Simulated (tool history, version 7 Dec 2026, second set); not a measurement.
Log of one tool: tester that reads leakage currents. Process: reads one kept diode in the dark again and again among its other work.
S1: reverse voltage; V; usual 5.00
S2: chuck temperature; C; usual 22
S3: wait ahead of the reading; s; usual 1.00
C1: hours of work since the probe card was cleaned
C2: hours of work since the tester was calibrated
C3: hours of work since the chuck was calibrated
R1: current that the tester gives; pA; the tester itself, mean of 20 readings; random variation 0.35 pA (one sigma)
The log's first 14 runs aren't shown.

run,day,S1,S2,S3,C1,C2,C3,R1
15,12.412,5.00,22,1.00,735,533,232,122.51
16,13.350,5.00,22,1.00,744,542,241,122.84
17,14.658,5.00,22,1.00,756,554,254,122.71
18,15.900,5.00,47,1.00,768,566,266,730.91
19,17.200,2.51,22,1.00,781,579,279,84.44
20,17.971,6.20,22,1.00,788,586,286,139.10
21,18.979,6.90,36,1.36,798,596,296,407.88
# day 19.142: tester calibrated
22,20.021,2.98,22,0.64,807,8,305,94.07
23,20.675,9.07,22,4.92,814,15,311,169.91
24,21.588,9.07,22,4.92,822,24,320,169.91
25,22.267,9.07,22,4.92,829,30,327,169.58
# day 23.079: tester calibrated, once more
26,23.167,9.07,22,5.62,837,1,335,170.49
27,23.842,9.07,22,5.62,843,7,341,171.73
28,24.758,9.07,22,5.62,852,16,350,170.45
29,25.433,19.09,32,0.40,859,23,356,539.16
30,26.421,19.09,32,0.40,868,32,366,537.97
31,27.050,11.61,24,5.53,874,38,372,226.91
32,28.150,1.10,53,1.57,885,49,383,490.29

Forecast each of these 3 alternatives for the next run:
A,29.167,3.86,25,7.82,895,59,392,?
B,29.167,10.06,50,4.70,895,59,392,?
C,29.167,2.33,20,1.00,895,59,392,?

run,R1
A,135.83
B,1297.06
C,70.99
Without the tool's hidden state the same runs would have given:
run,R1
A,125.38
B,1227.62
C,65.19

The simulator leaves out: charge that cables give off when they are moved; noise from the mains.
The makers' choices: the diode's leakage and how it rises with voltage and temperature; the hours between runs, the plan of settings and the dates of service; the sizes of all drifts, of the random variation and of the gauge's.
